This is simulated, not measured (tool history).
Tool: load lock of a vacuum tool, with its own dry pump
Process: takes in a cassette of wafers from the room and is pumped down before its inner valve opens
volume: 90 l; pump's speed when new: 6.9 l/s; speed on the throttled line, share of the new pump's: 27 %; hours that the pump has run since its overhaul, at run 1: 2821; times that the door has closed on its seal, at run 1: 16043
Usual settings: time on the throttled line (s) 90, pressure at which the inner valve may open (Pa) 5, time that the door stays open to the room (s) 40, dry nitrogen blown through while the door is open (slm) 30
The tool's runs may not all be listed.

run,hour,time on the throttled line (s),pressure at which the inner valve may open (Pa),time that the door stays open to the room (s),dry nitrogen blown through while the door is open (slm),hours that the pump has run since its overhaul,times that the door has closed on its seal,"incoming humidity of the room's air, %",time from the closed door until the inner valve may open (s),rise of the pressure with all valves shut (Pa/min)
1,0.0,90,5,40,30,2821,16043,43.2,197.8,0.072
2,47.8,90,5,40,14,2869,16275,46.3,199.5,0.078
3,106.9,90,5,40,14,2928,16563,46.5,196.8,0.080
4,194.2,90,5,40,14,3015,16988,44.5,197.5,0.080
5,245.1,90,5,40,32,3066,17236,46.1,198.5,0.070
6,323.4,160,5,40,30,3145,17617,43.3,249.2,0.077
7,413.1,90,5,40,8,3234,18054,45.5,197.6,0.094
8,463.7,74,5,40,30,3285,18300,42.2,187.4,0.073
9,546.3,96,5,115,8,3368,18702,45.9,206.3,0.134
10,635.9,105,5,68,8,3457,19139,45.4,209.7,0.110

Hidden state or all else? Some run-to-run changes of time from the closed door until the inner valve may open (s), split into what the settings, what came in and random variation would give without the hidden state, and what is left for the hidden state (with any gauge scatter that isn't in both results):
The hidden state here: pump's speed, % of a new pump's; leak at the door's seal, Pa l/s; drift of the gauge itself on ready_s, %; drift of the gauge itself on rise_pa_min, %.
Run 6 -> 7: time on the throttled line (s) 160 -> 90, dry nitrogen blown through while the door is open (slm) 30 -> 8. time from the closed door until the inner valve may open (s) -51.6: hidden state +0.5, all else -52.1.
